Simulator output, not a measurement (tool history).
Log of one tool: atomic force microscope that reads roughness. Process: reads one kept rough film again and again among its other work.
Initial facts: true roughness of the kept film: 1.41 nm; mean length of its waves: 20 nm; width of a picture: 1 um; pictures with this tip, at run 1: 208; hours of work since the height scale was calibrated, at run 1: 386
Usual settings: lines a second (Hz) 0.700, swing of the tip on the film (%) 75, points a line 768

| run | hour | lines a second (Hz) | swing of the tip on the film (%) | points a line | pictures with this tip | hours of work since the height scale was calibrated | roughness of the kept film (nm (root mean square)) |
|---|---|---|---|---|---|---|---|
| 1 | 0.0 | 0.700 | 75 | 768 | 208 | 386 | 1.065 |
| 2 | 10.4 | 0.700 | 75 | 768 | 226 | 392 | 1.059 |
| 3 | 28.0 | 0.700 | 75 | 768 | 255 | 403 | 1.033 |
| 4 | 39.8 | 0.700 | 75 | 768 | 275 | 410 | 1.032 |
| 5 | 50.5 | 2.655 | 75 | 768 | 293 | 416 | 0.942 |
| 6 | 67.8 | 0.700 | 64 | 768 | 322 | 427 | 1.008 |
|  | 72.2 | new tip fitted |
| 7 | 82.5 | 0.700 | 75 | 294 | 17 | 435 | 1.197 |
|  | 84.9 | height scale calibrated on a step standard |
| 8 | 93.6 | 0.700 | 75 | 294 | 34 | 5 | 1.181 |
| 9 | 102.0 | 2.198 | 75 | 322 | 48 | 10 | 1.110 |
| 10 | 116.5 | 0.733 | 62 | 273 | 73 | 19 | 1.168 |
| 11 | 129.1 | 0.733 | 62 | 273 | 94 | 27 | 1.147 |
| 12 | 145.6 | 0.733 | 62 | 273 | 122 | 37 | 1.124 |
| 13 | 158.7 | 0.733 | 62 | 273 | 144 | 45 | 1.115 |
|  | 176.3 | height scale calibrated on a step standard, once more |
| 14 | 176.3 | 0.524 | 61 | 378 | 172 | 0 | 1.100 |
| 15 | 186.4 | 0.524 | 61 | 378 | 189 | 6 | 1.086 |
| 16 | 195.8 | 2.028 | 75 | 256 | 204 | 12 | 0.968 |

Below are 4 alternative next runs, each starting from the tool's condition after run 16. Predict each:
| A | 206.6 | 1.825 | 68 | 768 | 223 | 18 | ? |
| B | 206.6 | 0.700 | 87 | 768 | 223 | 18 | ? |
| C | 206.6 | 2.028 | 75 | 495 | 223 | 18 | ? |
| D | 206.6 | 0.700 | 75 | 554 | 223 | 18 | ? |

| run | roughness of the kept film (nm (root mean square)) |
|---|---|
| A | 1.031 |
| B | 1.033 |
| C | 0.994 |
| D | 1.061 |
Without the tool's unlogged condition, the same runs would have read:
| run | roughness of the kept film (nm (root mean square)) |
|---|---|
| A | 1.211 |
| B | 1.213 |
| C | 1.168 |
| D | 1.246 |
